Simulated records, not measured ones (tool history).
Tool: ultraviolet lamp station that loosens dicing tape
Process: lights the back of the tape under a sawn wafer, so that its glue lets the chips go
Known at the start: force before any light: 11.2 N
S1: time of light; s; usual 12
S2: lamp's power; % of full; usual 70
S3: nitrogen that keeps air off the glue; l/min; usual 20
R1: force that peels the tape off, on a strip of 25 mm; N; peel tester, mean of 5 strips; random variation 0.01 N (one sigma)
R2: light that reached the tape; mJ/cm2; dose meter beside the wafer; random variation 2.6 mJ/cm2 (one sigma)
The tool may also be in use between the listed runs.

run 1 hour=0.0 | S1=12 S2=70 S3=20 | R1=0.547 R2=305
run 2 hour=56.5 | S1=12 S2=70 S3=20 | R1=0.577 R2=296
-- hour=60.5 window cleaned of glue's vapour
run 3 hour=101.5 | S1=12 S2=70 S3=31 | R1=0.416 R2=315
run 4 hour=135.3 | S1=17 S2=70 S3=31 | R1=0.262 R2=444
run 5 hour=163.7 | S1=12 S2=87 S3=20 | R1=0.345 R2=385
run 6 hour=202.0 | S1=9 S2=87 S3=20 | R1=0.637 R2=287
run 7 hour=259.4 | S1=9 S2=87 S3=20 | R1=0.702 R2=278
run 8 hour=319.7 | S1=12 S2=70 S3=20 | R1=0.641 R2=287
run 9 hour=346.9 | S1=12 S2=70 S3=20 | R1=0.639 R2=285
-- hour=376.0 window cleaned of glue's vapour
run 10 hour=399.9 | S1=12 S2=70 S3=20 | R1=0.542 R2=302
run 11 hour=435.0 | S1=12 S2=70 S3=11 | R1=0.779 R2=301
run 12 hour=462.1 | S1=12 S2=70 S3=20 | R1=0.606 R2=296
run 13 hour=497.5 | S1=8 S2=70 S3=20 | R1=1.398 R2=193
run 14 hour=528.9 | S1=12 S2=70 S3=26 | R1=0.534 R2=287
run 15 hour=577.0 | S1=12 S2=70 S3=20 | R1=0.662 R2=278
run 16 hour=612.1 | S1=12 S2=70 S3=20 | R1=0.652 R2=275
run 17 hour=669.1 | S1=12 S2=70 S3=20 | R1=0.716 R2=266
-- hour=692.0 window cleaned of glue's vapour
run 18 hour=717.4 | S1=12 S2=70 S3=20 | R1=0.608 R2=288
run 19 hour=769.5 | S1=12 S2=70 S3=20 | R1=0.665 R2=279
run 20 hour=812.5 | S1=12 S2=70 S3=40 | R1=0.510 R2=274
run 21 hour=841.8 | S1=12 S2=70 S3=40 | R1=0.488 R2=275
run 22 hour=882.6 | S1=12 S2=70 S3=40 | R1=0.514 R2=266
run 23 hour=931.1 | S1=6 S2=67 S3=40 | R1=2.223 R2=126
run 24 hour=961.7 | S1=6 S2=67 S3=40 | R1=2.280 R2=122
-- hour=1007.3 window cleaned of glue's vapour
run 25 hour=1008.4 | S1=6 S2=67 S3=40 | R1=2.084 R2=130
run 26 hour=1040.2 | S1=7 S2=70 S3=20 | R1=1.958 R2=156
run 27 hour=1065.5 | S1=12 S2=70 S3=14 | R1=0.865 R2=264
run 28 hour=1105.1 | S1=12 S2=70 S3=14 | R1=0.939 R2=261
run 29 hour=1160.0 | S1=6 S2=94 S3=16 | R1=1.901 R2=170
run 30 hour=1187.1 | S1=9 S2=64 S3=7 | R1=2.677 R2=169
run 31 hour=1222.9 | S1=9 S2=64 S3=7 | R1=2.789 R2=166
run 32 hour=1280.6 | S1=10 S2=90 S3=20 | R1=0.782 R2=259
-- hour=1324.3 window cleaned of glue's vapour
run 33 hour=1330.6 | S1=19 S2=70 S3=33 | R1=0.279 R2=410
run 34 hour=1384.3 | S1=15 S2=67 S3=23 | R1=0.523 R2=302
run 35 hour=1441.5 | S1=15 S2=67 S3=23 | R1=0.568 R2=294
run 36 hour=1496.1 | S1=7 S2=94 S3=29 | R1=1.291 R2=188
run 37 hour=1523.8 | S1=7 S2=94 S3=29 | R1=1.272 R2=185
run 38 hour=1557.2 | S1=13 S2=62 S3=29 | R1=0.892 R2=222
run 39 hour=1584.7 | S1=14 S2=88 S3=24 | R1=0.406 R2=335
run 40 hour=1617.4 | S1=14 S2=88 S3=11 | R1=0.674 R2=329
-- hour=1637.9 window cleaned of glue's vapour
run 41 hour=1673.7 | S1=7 S2=83 S3=30 | R1=1.576 R2=165

The next listed run, before its measurement:
run 42 hour=1726.6 | S1=7 S2=83 S3=30 | R1=? R2=?

{"run 42": {"R1": 1.651, "R2": 163}}
Without the tool's hidden state the same run would have given R1 0.783 N, R2 238 mJ/cm2.
